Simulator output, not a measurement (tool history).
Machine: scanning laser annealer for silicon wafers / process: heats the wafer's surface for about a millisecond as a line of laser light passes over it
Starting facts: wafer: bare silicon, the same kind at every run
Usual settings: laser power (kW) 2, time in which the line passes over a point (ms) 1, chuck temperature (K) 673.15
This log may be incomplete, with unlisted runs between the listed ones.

run   hour  laser power (kW)  time in which the line passes over a point (ms)  chuck temperature (K)  highest temperature of the surface (K)
  1      0                 2                                                1                 673.15                                 1387.15
  2   11.9                 2                                                1                 673.15                                 1383.15
  3   27.8                 2                                             0.83                 673.15                                 1318.15
  4   39.4                 2                                             0.83                 673.15                                 1318.15
  5   52.1                 2                                             0.83                 673.15                                 1316.15
  6   64.5                 2                                                1                 644.15                                 1356.15
  7   76.3             2.044                                                1                 707.15                                 1434.15
  8   95.5             1.902                                             1.22                 673.15                                 1425.15
  9  110.6             2.167                                             0.71                 659.15                                 1302.15

What does the tool deliver on the next run?
 10   126             2.167                                             0.71                 658.15                                       ?

{"run 10": {"highest temperature of the surface (K)": 1304.15}}
With no hidden state in the tool, this same run would have given highest temperature of the surface (K) 1304.15.

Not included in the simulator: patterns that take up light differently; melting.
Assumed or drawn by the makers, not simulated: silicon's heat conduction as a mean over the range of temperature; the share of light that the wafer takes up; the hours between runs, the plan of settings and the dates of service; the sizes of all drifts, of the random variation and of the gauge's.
